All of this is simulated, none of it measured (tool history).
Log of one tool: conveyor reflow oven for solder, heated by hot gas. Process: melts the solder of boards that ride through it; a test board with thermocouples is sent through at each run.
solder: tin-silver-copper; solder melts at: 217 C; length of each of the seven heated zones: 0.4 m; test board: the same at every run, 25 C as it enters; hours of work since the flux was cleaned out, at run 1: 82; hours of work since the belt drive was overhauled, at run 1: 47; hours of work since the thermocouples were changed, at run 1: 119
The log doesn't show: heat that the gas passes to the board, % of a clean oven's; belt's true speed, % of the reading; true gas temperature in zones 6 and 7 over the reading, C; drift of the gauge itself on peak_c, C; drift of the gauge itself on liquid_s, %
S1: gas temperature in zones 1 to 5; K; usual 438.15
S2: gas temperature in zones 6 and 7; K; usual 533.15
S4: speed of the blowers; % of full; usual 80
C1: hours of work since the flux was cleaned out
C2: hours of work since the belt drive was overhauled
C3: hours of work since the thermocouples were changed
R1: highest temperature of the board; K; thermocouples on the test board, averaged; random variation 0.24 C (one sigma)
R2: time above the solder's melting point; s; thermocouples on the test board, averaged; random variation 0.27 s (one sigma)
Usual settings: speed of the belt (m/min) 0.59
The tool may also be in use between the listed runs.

Run 1, day 0: usual settings; C1 82; C2 47; C3 119. Result: R1 520.15 K, R2 54.7 s.
Run 2, day 0.512: usual settings; C1 90; C2 55; C3 126. Result: R1 520.55 K, R2 54.7 s.
Run 3, day 1.304: usual settings but speed of the belt (m/min) 0.691; C1 102; C2 67; C3 139. Result: R1 515.75 K, R2 41.1 s.
Run 4, day 1.921: usual settings but speed of the belt (m/min) 0.691; C1 111; C2 76; C3 148. Result: R1 515.15 K, R2 41.3 s.
Run 5, day 2.767: usual settings; C1 124; C2 89; C3 161. Result: R1 520.05 K, R2 55 s.
Run 6, day 3.388: usual settings; C1 134; C2 99; C3 171. Result: R1 520.25 K, R2 55 s.
Run 7, day 4.058: usual settings; C1 144; C2 109; C3 181. Result: R1 520.25 K, R2 55.1 s.
Run 8, day 4.704: usual settings but speed of the belt (m/min) 0.497; C1 154; C2 119; C3 191. Result: R1 525.05 K, R2 71 s.
Run 9, day 5.071: usual settings but speed of the belt (m/min) 0.679; C1 160; C2 125; C3 197. Result: R1 515.95 K, R2 42.3 s.
Run 10, day 5.462: usual settings but speed of the belt (m/min) 0.679; C1 166; C2 131; C3 203. Result: R1 516.15 K, R2 42.4 s.
At day 5.842: flux residue cleaned out of gas plates and filters.
Run 11, day 6.167: usual settings but speed of the belt (m/min) 0.572; C1 5; C2 139; C3 211. Result: R1 520.85 K, R2 57 s.
Run 12, day 6.808: usual settings; C1 15; C2 149; C3 220. Result: R1 519.55 K, R2 54.2 s.
Run 13, day 7.517: usual settings; C1 26; C2 159; C3 231. Result: R1 519.75 K, R2 54.4 s.
Run 14, day 8.204: usual settings; C1 36; C2 170; C3 242. Result: R1 520.05 K, R2 54.5 s.
Run 15, day 9.054: usual settings; C1 50; C2 183; C3 255. Result: R1 519.95 K, R2 54.7 s.
Run 16, day 9.488: usual settings; C1 56; C2 190; C3 262. Result: R1 520.15 K, R2 54.5 s.
Run 17, day 9.9: usual settings but S1 450.15 K; C1 63; C2 196; C3 268. Result: R1 521.75 K, R2 60.5 s.
Run 18, day 10.75: usual settings but S1 450.15 K; C1 76; C2 209; C3 281. Result: R1 521.45 K, R2 60.7 s.
At day 11.425: flux residue cleaned out of gas plates and filters, once more.
Run 19, day 11.804: usual settings but S2 524.15 K; C1 6; C2 222; C3 294. Result: R1 512.45 K, R2 48 s.
Run 20, day 12.7: usual settings but S1 423.15 K, S2 524.15 K, speed of the belt (m/min) 0.598; C1 20; C2 236; C3 308. Result: R1 510.25 K, R2 39.9 s.
Run 21, day 13.467: usual settings but S1 446.15 K, S4 61 % of full; C1 32; C2 248; C3 320. Result: R1 517.45 K, R2 53.4 s.
Run 22, day 13.833: usual settings but S1 452.15 K, S2 529.15 K, speed of the belt (m/min) 0.577, S4 73 % of full; C1 37; C2 254; C3 326. Result: R1 518.55 K, R2 59.7 s.
Run 23, day 14.275: usual settings but S1 452.15 K, S2 529.15 K, speed of the belt (m/min) 0.577, S4 73 % of full; C1 44; C2 261; C3 332. Result: R1 518.55 K, R2 59.8 s.
Run 24, day 14.775: usual settings but S1 447.15 K, S2 547.15 K, S4 59 % of full; C1 52; C2 268; C3 340. Result: R1 528.55 K, R2 62.9 s.
Run 25, day 15.454: usual settings but S1 431.15 K, S2 547.15 K, S4 70 % of full; C1 62; C2 279; C3 351. Result: R1 529.65 K, R2 59.3 s.
Run 26, day 15.825: usual settings but S2 541.15 K, S4 53 % of full; C1 68; C2 284; C3 356. Result: R1 519.45 K, R2 50.7 s.

Some steps in R1 between neighbouring runs. How much of each would the tool show without its hidden state too (settings, what came in, random variation), and how much is left for the hidden state, with any gauge scatter that isn't in both results?
Run 8 -> 9: speed of the belt (m/min) 0.497 -> 0.679. R1 -9.1 K: hidden state -0.2, all else -8.9.
Run 18 -> 19: S1 450.15 -> 438.15, S2 533.15 -> 524.15, flux residue cleaned out of gas plates and filters, once more. R1 -9 K: hidden state +0.8, all else -9.8.
Run 23 -> 24: S1 452.15 -> 447.15, S2 529.15 -> 547.15, speed of the belt (m/min) 0.577 -> 0.59, S4 73 -> 59. R1 +10 K: hidden state -0.1, all else +10.1.
Run 25 -> 26: S1 431.15 -> 438.15, S2 547.15 -> 541.15, S4 70 -> 53. R1 -10.2 K: hidden state +0.1, all else -10.3.
